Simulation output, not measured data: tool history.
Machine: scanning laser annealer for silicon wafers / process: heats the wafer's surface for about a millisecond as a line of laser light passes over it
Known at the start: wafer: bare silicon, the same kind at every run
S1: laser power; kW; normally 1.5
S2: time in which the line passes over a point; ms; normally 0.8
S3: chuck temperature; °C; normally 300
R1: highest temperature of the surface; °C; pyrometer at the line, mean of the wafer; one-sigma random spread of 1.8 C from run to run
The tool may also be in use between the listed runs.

run   hour     S1     S2   S3    R1
  1      0    1.5    0.8  300  1027
  2   14.4  1.278    0.8  300   918
  3     30  1.278    0.8  300   914
  4   48.7  1.278    0.8  300   912
  5     62  1.278    0.8  300   912
  6   80.9  1.278    0.8  300   912
  7   98.6  1.438    0.8  300   990
  8  114.6  1.438    0.8  300   993
     121.3  -- optics aligned, line set to its width
  9  133.2  1.438    0.8  272   961
 10  157.2  1.438    0.8  272   960
 11  171.8  1.438    0.8  272   961
     189.1  -- optics aligned, line set to its width, once more
 12  193.8    1.5    0.8  300  1020
 13    218    1.5    0.8  300  1020
 14    231  1.548  0.591  282   928
 15  257.1  1.544    0.8  295  1032
 16  272.5  1.544    0.8  295  1038
 17  284.3  1.547  0.787  274  1007
 18  296.3  1.354  0.919  313   992
 19  312.8  1.354  0.919  313   996
 20  332.4  1.295  0.919  287   935
 21  357.3  1.514  0.919  285  1049
 22  376.5  1.443  0.564  331   914
 23  393.3  1.412    0.8  334   998
 24  414.1  1.412  0.666  310   925
 25  428.6  1.388  0.997  336  1052
 26  445.1  1.388  0.997  336  1054

Below, some changes in R1 between adjacent runs. For each, the amount present without the hidden state too (settings, incoming material, random variation) and the amount remaining for the hidden state with gauge scatter not shared by both compared results:
The hidden state here: light that passes the window, % of a clean one's; laser's true power over the reading, %; width of the line over the set one, %; drift of the gauge itself on peak_c, C.
Run 20 -> 21: S1 1.295 -> 1.514, S3 287 -> 285. R1 +114 °C: hidden state -5, all else +119.
Run 21 -> 22: S1 1.514 -> 1.443, S2 0.919 -> 0.564, S3 285 -> 331. R1 -135 °C: hidden state +6, all else -141.
Run 24 -> 25: S1 1.412 -> 1.388, S2 0.666 -> 0.997, S3 310 -> 336. R1 +127 °C: hidden state -5, all else +132.
